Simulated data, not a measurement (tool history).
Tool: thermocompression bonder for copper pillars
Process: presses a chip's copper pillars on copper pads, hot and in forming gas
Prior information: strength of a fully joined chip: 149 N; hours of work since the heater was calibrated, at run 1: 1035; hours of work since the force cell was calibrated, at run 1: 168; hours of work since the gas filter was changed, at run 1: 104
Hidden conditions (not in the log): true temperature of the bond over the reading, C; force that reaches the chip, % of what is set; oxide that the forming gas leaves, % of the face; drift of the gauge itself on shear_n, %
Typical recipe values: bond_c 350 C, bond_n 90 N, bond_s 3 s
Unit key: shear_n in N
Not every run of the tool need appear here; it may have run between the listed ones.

run,hour,bond_c,bond_n,bond_s,hours of work since the heater was calibrated,hours of work since the force cell was calibrated,hours of work since the gas filter was changed,shear_n
1,0,350,90,3,1035,168,104,79.2
2,10.9,369,90,3,1040,174,109,88.6
3,24.8,369,82,3,1047,181,116,82
4,41.4,350,90,3,1056,189,125,78.5
# hour 43.6: force cell calibrated
5,56.8,350,90,3,1063,7,132,76.3
# hour 66.6: heater calibrated with a thermocouple chip
6,72.6,350,90,2,3,14,139,68.7
7,85.4,335,90,3,10,20,145,70.2

Run 8, settings as shown, results not yet in. Your forecast:
# hour 98.2: force cell calibrated, once more
8,102.6,336,90,8,18,2,153,?

Run 8 gave shear_n 95.4 N.
Minus the tool's unlogged condition, the same run would have read shear_n 102 N.
